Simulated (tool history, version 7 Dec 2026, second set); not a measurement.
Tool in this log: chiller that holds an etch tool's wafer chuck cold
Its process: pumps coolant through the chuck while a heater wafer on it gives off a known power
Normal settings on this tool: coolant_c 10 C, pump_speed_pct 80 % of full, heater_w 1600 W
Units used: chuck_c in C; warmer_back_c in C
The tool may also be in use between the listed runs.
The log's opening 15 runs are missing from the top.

Run 16, hour 1804.0: usual settings but pump_speed_pct 96 % of full. Result: chuck_c 22.2 C, warmer_back_c 3.20 C.
At hour 1920.0: chiller's thermometer calibrated.
Run 17, hour 1920.0: usual settings but pump_speed_pct 60 % of full. Result: chuck_c 26.8 C, warmer_back_c 5.10 C.
Run 18, hour 2036.8: usual settings but coolant_c 9 C, pump_speed_pct 71 % of full, heater_w 1516 W. Result: chuck_c 23.0 C, warmer_back_c 4.09 C.
At hour 2112.9: coolant changed, channels flushed.
Run 19, hour 2117.1: usual settings but coolant_c 9 C, pump_speed_pct 71 % of full, heater_w 1516 W. Result: chuck_c 21.2 C, warmer_back_c 4.03 C.
Run 20, hour 2201.8: usual settings but heater_w 2249 W. Result: chuck_c 26.4 C, warmer_back_c 5.34 C.
Run 21, hour 2286.3: usual settings but coolant_c 15 C, heater_w 1645 W. Result: chuck_c 27.2 C, warmer_back_c 3.92 C.
Run 22, hour 2440.4: usual settings but coolant_c 15 C, heater_w 1645 W. Result: chuck_c 27.2 C, warmer_back_c 3.92 C.
Run 23, hour 2575.5: usual settings but pump_speed_pct 85 % of full, heater_w 1704 W. Result: chuck_c 22.1 C, warmer_back_c 3.84 C.
Run 24, hour 2695.0: usual settings but coolant_c 14 C, pump_speed_pct 63 % of full, heater_w 1704 W. Result: chuck_c 29.3 C, warmer_back_c 5.23 C.
Run 25, hour 2837.3: usual settings but coolant_c 14 C, pump_speed_pct 63 % of full, heater_w 1704 W. Result: chuck_c 29.2 C, warmer_back_c 5.18 C.
Run 26, hour 2961.9: usual settings but coolant_c 14 C, pump_speed_pct 63 % of full, heater_w 1704 W. Result: chuck_c 29.3 C, warmer_back_c 5.21 C.
Run 27, hour 3038.0: usual settings but coolant_c 0 C, pump_speed_pct 65 % of full, heater_w 1522 W. Result: chuck_c 13.5 C, warmer_back_c 4.49 C.
Run 28, hour 3183.8: usual settings but heater_w 1834 W. Result: chuck_c 23.9 C, warmer_back_c 4.46 C.
Run 29, hour 3255.5: usual settings but coolant_c 15 C, pump_speed_pct 100 % of full, heater_w 1834 W. Result: chuck_c 26.8 C, warmer_back_c 3.54 C.
Run 30, hour 3394.5: usual settings but coolant_c 15 C, pump_speed_pct 100 % of full, heater_w 1834 W. Result: chuck_c 26.8 C, warmer_back_c 3.48 C.
Run 31, hour 3559.6: usual settings but coolant_c 7 C, pump_speed_pct 60 % of full, heater_w 947 W. Result: chuck_c 16.1 C, warmer_back_c 3.07 C.
Run 32, hour 3633.8: usual settings but coolant_c 7 C, pump_speed_pct 60 % of full, heater_w 947 W. Result: chuck_c 16.3 C, warmer_back_c 3.04 C.
Run 33, hour 3718.9: usual settings but coolant_c 12 C, pump_speed_pct 62 % of full, heater_w 947 W. Result: chuck_c 20.9 C, warmer_back_c 3.06 C.

Alternative continuations, all from the tool just after run 33; predict every row:
Run A, hour 3866.0: usual settings but coolant_c 12 C, pump_speed_pct 84 % of full, heater_w 1257 W. Result: chuck_c ?, warmer_back_c ?.
Run B, hour 3866.0: usual settings but coolant_c 8 C, pump_speed_pct 63 % of full, heater_w 1453 W. Result: chuck_c ?, warmer_back_c ?.
Run C, hour 3866.0: usual settings but coolant_c 20 C. Result: chuck_c ?, warmer_back_c ?.

run  chuck_c  warmer_back_c
  A     21.4           2.93
  B     21.5           4.52
  C     32.4           3.87
Stripped of hidden state, with their random variation kept, the same runs would have yielded:
run  chuck_c  warmer_back_c
  A     20.5           2.80
  B     20.4           4.32
  C     31.3           3.70

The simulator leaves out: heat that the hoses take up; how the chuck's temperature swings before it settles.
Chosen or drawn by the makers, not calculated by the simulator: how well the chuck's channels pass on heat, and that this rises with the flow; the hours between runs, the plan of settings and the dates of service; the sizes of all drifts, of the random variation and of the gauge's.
